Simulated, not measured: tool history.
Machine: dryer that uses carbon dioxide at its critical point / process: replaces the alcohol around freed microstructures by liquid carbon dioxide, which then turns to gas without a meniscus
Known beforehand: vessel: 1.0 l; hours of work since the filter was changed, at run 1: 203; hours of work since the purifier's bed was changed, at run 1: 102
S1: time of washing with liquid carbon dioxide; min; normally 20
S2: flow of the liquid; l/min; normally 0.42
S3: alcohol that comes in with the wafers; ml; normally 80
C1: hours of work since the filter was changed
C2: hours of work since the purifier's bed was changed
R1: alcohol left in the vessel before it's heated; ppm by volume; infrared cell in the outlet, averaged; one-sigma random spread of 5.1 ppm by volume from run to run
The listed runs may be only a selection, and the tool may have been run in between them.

run   hour  S1     S2   S3   C1   C2    R1
  1      0  20   0.42   80  203  102   144
  2    4.1  13   0.42   80  206  104  1079
  3   12.8  20   0.42   80  211  110   165
  4   18.8  20   0.42   80  215  114   165
  5   25.4  20   0.42   87  219  118   167
  6   33.1  20   0.42   87  224  123   169
  7   41.7  20   0.42   87  230  128   178
  8   49.7  20   0.42   80  235  133   167
  9   58.6  27   0.42   80  241  139    83
 10     64  27   0.42   80  244  142    77
 11   70.2  27   0.42   80  248  146    70
 12   75.8  20   0.42   80  251  150   172
 13   80.3  20   0.42   80  254  153   178
 14   87.5  20   0.42   80  259  157   187
 15   96.7  20   0.42   80  265  163   192
 16  100.8  16   0.42   80  267  166   510
 17  107.6  16   0.42   80  272  170   514
 18  114.1  16   0.42   80  276  174   532
 19    121  20  0.481  118  280  178   158
 20  127.3  20  0.481  118  284  182   167
 21    136  20  0.481  118  290  188   168
 22  143.1  20  0.481  118  294  192   168
 23  150.8  20  0.481  118  299  197   166
 24    158  16  0.288  109  304  202  3217
 25  164.8  15  0.693   80  308  206   133
 26  173.8  15  0.693   51  314  212   133

Run 27 comes next. What will it give?
 27  181.3  15  0.488  113  318  217   ?

Run 27 measured R1 513 ppm by volume.
Take away the tool's hidden state, keep the run-to-run variation as it was, and the same run would have given R1 209 ppm by volume.
